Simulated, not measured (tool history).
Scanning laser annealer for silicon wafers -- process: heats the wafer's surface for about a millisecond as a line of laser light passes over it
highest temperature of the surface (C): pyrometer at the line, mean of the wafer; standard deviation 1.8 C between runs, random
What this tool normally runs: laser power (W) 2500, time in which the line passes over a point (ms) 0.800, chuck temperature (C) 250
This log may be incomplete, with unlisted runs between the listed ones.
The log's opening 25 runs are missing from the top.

run,hour,laser power (W),time in which the line passes over a point (ms),chuck temperature (C),hours of work since the window was cleaned,hours of work since the power meter was calibrated,hours of work since the optics were aligned,highest temperature of the surface (C)
26,195.7,2239,0.800,221,22,187,187,913
27,202.5,2239,0.800,221,27,192,192,917
28,209.5,2500,0.702,265,32,197,197,976
29,216.2,2500,0.702,265,37,202,202,976
30,224.2,2500,0.824,257,43,208,208,1041
31,235.2,2131,0.574,243,51,216,216,787
32,241.1,2131,0.574,243,55,220,220,786
33,245.8,2642,0.648,243,59,224,224,957
34,254.7,2205,0.900,250,65,230,230,984
35,264.9,2416,0.562,233,73,238,238,839

Here are 3 independent what-if runs from the current tool condition. What would each one return?
A,270.2,2215,0.562,233,76,242,242,?
B,270.2,2677,0.978,234,76,242,242,?
C,270.2,2159,0.567,245,76,242,242,?

run,highest temperature of the surface (C)
A,792
B,1161
C,792
Had the tool no hidden state, the same runs would have come out as:
run,highest temperature of the surface (C)
A,792
B,1162
C,792

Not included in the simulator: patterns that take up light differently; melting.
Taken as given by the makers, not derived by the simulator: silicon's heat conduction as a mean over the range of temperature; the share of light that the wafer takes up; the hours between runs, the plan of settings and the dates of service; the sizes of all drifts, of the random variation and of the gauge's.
